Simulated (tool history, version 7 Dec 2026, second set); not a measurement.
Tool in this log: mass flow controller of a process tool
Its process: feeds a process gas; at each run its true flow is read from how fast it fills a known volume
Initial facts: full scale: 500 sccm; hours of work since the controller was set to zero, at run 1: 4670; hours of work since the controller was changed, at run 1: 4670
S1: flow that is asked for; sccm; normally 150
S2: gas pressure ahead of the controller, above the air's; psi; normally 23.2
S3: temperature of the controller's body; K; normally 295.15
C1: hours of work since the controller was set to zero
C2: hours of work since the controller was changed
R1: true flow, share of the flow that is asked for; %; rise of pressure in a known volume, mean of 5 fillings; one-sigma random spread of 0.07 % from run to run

{"run": 1, "hour": 0.0, "S1": 150, "S2": 23.2, "S3": 295.15, "C1": 4670, "C2": 4670, "R1": 104.5}
{"run": 2, "hour": 258.7, "S1": 150, "S2": 23.2, "S3": 295.15, "C1": 4864, "C2": 4864, "R1": 104.79}
{"run": 3, "hour": 514.3, "S1": 150, "S2": 23.2, "S3": 295.15, "C1": 5055, "C2": 5055, "R1": 104.89}
{"run": 4, "hour": 953.9, "S1": 150, "S2": 26.7, "S3": 295.15, "C1": 5385, "C2": 5385, "R1": 105.54}
{"run": 5, "hour": 1421.7, "S1": 150, "S2": 26.7, "S3": 295.15, "C1": 5736, "C2": 5736, "R1": 105.96}
{"hour": 1723.0, "done": "controller's zero set anew"}
{"run": 6, "hour": 1969.1, "S1": 150, "S2": 23.2, "S3": 293.15, "C1": 184, "C2": 6145, "R1": 102.79}
{"run": 7, "hour": 2301.2, "S1": 150, "S2": 23.2, "S3": 293.15, "C1": 433, "C2": 6394, "R1": 103.21}
{"run": 8, "hour": 2772.7, "S1": 150, "S2": 23.2, "S3": 293.15, "C1": 787, "C2": 6748, "R1": 103.67}
{"run": 9, "hour": 3086.9, "S1": 150, "S2": 23.2, "S3": 293.15, "C1": 1022, "C2": 6983, "R1": 103.82}
{"hour": 3218.8, "done": "controller exchanged for a calibrated one"}
{"run": 10, "hour": 3516.6, "S1": 150, "S2": 26.3, "S3": 295.15, "C1": 223, "C2": 223, "R1": 98.76}
{"run": 11, "hour": 3892.8, "S1": 150, "S2": 23.2, "S3": 295.15, "C1": 505, "C2": 505, "R1": 98.89}
{"run": 12, "hour": 4293.2, "S1": 69, "S2": 23.2, "S3": 295.15, "C1": 805, "C2": 805, "R1": 99.56}
{"run": 13, "hour": 4619.7, "S1": 150, "S2": 23.9, "S3": 295.15, "C1": 1050, "C2": 1050, "R1": 99.63}
{"run": 14, "hour": 5007.5, "S1": 150, "S2": 23.2, "S3": 295.15, "C1": 1341, "C2": 1341, "R1": 100.1}
{"run": 15, "hour": 5280.2, "S1": 150, "S2": 23.2, "S3": 295.15, "C1": 1545, "C2": 1545, "R1": 100.12}
{"run": 16, "hour": 5726.8, "S1": 150, "S2": 23.2, "S3": 295.15, "C1": 1880, "C2": 1880, "R1": 100.62}
{"run": 17, "hour": 6301.4, "S1": 56, "S2": 31.8, "S3": 302.15, "C1": 2311, "C2": 2311, "R1": 103.07}
{"run": 18, "hour": 6864.7, "S1": 56, "S2": 31.8, "S3": 302.15, "C1": 2733, "C2": 2733, "R1": 103.77}
{"run": 19, "hour": 7350.8, "S1": 97, "S2": 40.6, "S3": 301.15, "C1": 3097, "C2": 3097, "R1": 103.44}
{"run": 20, "hour": 7891.2, "S1": 243, "S2": 36.4, "S3": 299.15, "C1": 3503, "C2": 3503, "R1": 102.67}
{"run": 21, "hour": 8294.8, "S1": 51, "S2": 36.4, "S3": 301.15, "C1": 3805, "C2": 3805, "R1": 107.05}
{"run": 22, "hour": 8682.6, "S1": 51, "S2": 36.4, "S3": 301.15, "C1": 4096, "C2": 4096, "R1": 107.71}
{"run": 23, "hour": 9159.3, "S1": 76, "S2": 30.6, "S3": 299.15, "C1": 4453, "C2": 4453, "R1": 105.97}
{"run": 24, "hour": 9518.8, "S1": 150, "S2": 21.8, "S3": 310.15, "C1": 4723, "C2": 4723, "R1": 103.25}
{"run": 25, "hour": 9880.7, "S1": 87, "S2": 38.6, "S3": 293.15, "C1": 4994, "C2": 4994, "R1": 106.91}
{"run": 26, "hour": 10319.7, "S1": 190, "S2": 39.6, "S3": 305.15, "C1": 5323, "C2": 5323, "R1": 104.72}
{"run": 27, "hour": 10842.6, "S1": 190, "S2": 39.6, "S3": 305.15, "C1": 5715, "C2": 5715, "R1": 104.97}
{"hour": 11175.7, "done": "controller's zero set anew"}
{"run": 28, "hour": 11413.3, "S1": 190, "S2": 39.6, "S3": 305.15, "C1": 178, "C2": 6142, "R1": 103.13}
{"run": 29, "hour": 11876.3, "S1": 121, "S2": 30.2, "S3": 304.15, "C1": 525, "C2": 6489, "R1": 103.06}
{"run": 30, "hour": 12315.7, "S1": 264, "S2": 39.5, "S3": 310.15, "C1": 855, "C2": 6819, "R1": 103.73}

4 options for the next run, each taken on its own from the tool as it stands now. Forecast them:
{"hour": 12662.8, "done": "controller exchanged for a calibrated one"}
{"run": "A", "hour": 12753.5, "S1": 150, "S2": 21.2, "S3": 295.15, "C1": 68, "C2": 68, "R1": "?"}
{"hour": 12662.8, "done": "controller exchanged for a calibrated one"}
{"run": "B", "hour": 12753.5, "S1": 203, "S2": 39.5, "S3": 310.15, "C1": 68, "C2": 68, "R1": "?"}
{"hour": 12662.8, "done": "controller exchanged for a calibrated one"}
{"run": "C", "hour": 12753.5, "S1": 87, "S2": 21.0, "S3": 310.15, "C1": 68, "C2": 68, "R1": "?"}
{"hour": 12662.8, "done": "controller exchanged for a calibrated one"}
{"run": "D", "hour": 12753.5, "S1": 264, "S2": 29.4, "S3": 310.15, "C1": 68, "C2": 68, "R1": "?"}

run=A R1=98.70
run=B R1=98.91
run=C R1=97.70
run=D R1=98.67
Without the tool's hidden state the same runs would have given:
run=A R1=98.53
run=B R1=98.76
run=C R1=97.46
run=D R1=98.53

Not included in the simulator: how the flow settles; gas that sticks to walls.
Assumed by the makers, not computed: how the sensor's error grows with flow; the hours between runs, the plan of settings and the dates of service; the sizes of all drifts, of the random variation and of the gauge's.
